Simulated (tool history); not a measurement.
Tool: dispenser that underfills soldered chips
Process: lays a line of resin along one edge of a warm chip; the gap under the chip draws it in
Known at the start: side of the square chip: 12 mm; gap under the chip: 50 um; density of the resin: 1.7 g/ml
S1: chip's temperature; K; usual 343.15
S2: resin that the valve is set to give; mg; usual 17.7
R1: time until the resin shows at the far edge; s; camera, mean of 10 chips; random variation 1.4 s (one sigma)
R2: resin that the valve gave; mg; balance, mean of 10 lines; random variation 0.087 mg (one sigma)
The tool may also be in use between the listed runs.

| run | hour | S1 | S2 | R1 | R2 |
|---|---|---|---|---|---|
| 1 | 0.0 | 343.15 | 17.7 | 195.5 | 17.31 |
|  | 2.2 | new syringe of resin |
| 2 | 10.3 | 343.15 | 17.7 | 210.0 | 17.10 |
|  | 12.0 | new syringe of resin |
|  | 21.6 | new syringe of resin |
| 3 | 23.8 | 343.15 | 17.7 | 151.3 | 17.09 |
|  | 30.7 | new syringe of resin |
| 4 | 37.6 | 343.15 | 17.7 | 198.2 | 16.72 |
|  | 40.0 | new syringe of resin |
|  | 49.9 | new syringe of resin |
| 5 | 52.7 | 343.15 | 21.5 | 150.7 | 20.22 |
|  | 59.3 | new syringe of resin |
| 6 | 64.4 | 346.15 | 17.7 | 152.2 | 16.65 |
|  | 68.3 | new syringe of resin |
| 7 | 72.2 | 343.15 | 17.2 | 172.0 | 16.13 |
|  | 77.4 | new syringe of resin |
| 8 | 82.4 | 343.15 | 17.2 | 180.1 | 16.26 |
|  | 86.6 | new syringe of resin |
| 9 | 93.4 | 343.15 | 17.2 | 192.6 | 15.91 |
|  | 96.2 | new syringe of resin |
|  | 105.0 | new syringe of resin |
| 10 | 107.6 | 358.15 | 20.6 | 71.2 | 18.84 |
|  | 114.3 | new syringe of resin |
| 11 | 115.2 | 343.15 | 17.6 | 142.0 | 16.18 |
|  | 123.7 | new syringe of resin |
| 12 | 128.1 | 337.15 | 22.1 | 228.5 | 20.24 |
|  | 132.7 | new syringe of resin |
| 13 | 136.4 | 337.15 | 22.1 | 213.0 | 20.10 |
|  | 141.6 | new syringe of resin |
|  | 144.0 | dispensing valve cleaned and set on the balance |
| 14 | 149.2 | 337.15 | 22.1 | 250.2 | 21.93 |
|  | 152.0 | new syringe of resin |
|  | 160.6 | new syringe of resin |
| 15 | 160.6 | 337.15 | 22.1 | 173.6 | 21.87 |

Forecast each of these 4 alternatives for the next run:
| A | 168.5 | 338.15 | 21.0 | ? | ? |
| B | 168.5 | 331.15 | 21.2 | ? | ? |
| C | 168.5 | 343.15 | 15.8 | ? | ? |
| D | 168.5 | 355.15 | 20.7 | ? | ? |

| run | R1 | R2 |
|---|---|---|
| A | 254.3 | 20.84 |
| B | 377.1 | 20.76 |
| C | 210.4 | 15.61 |
| D | 110.0 | 20.29 |
Without the tool's hidden state the same runs would have given:
| run | R1 | R2 |
|---|---|---|
| A | 169.6 | 21.18 |
| B | 251.8 | 21.09 |
| C | 139.7 | 15.86 |
| D | 73.2 | 20.61 |
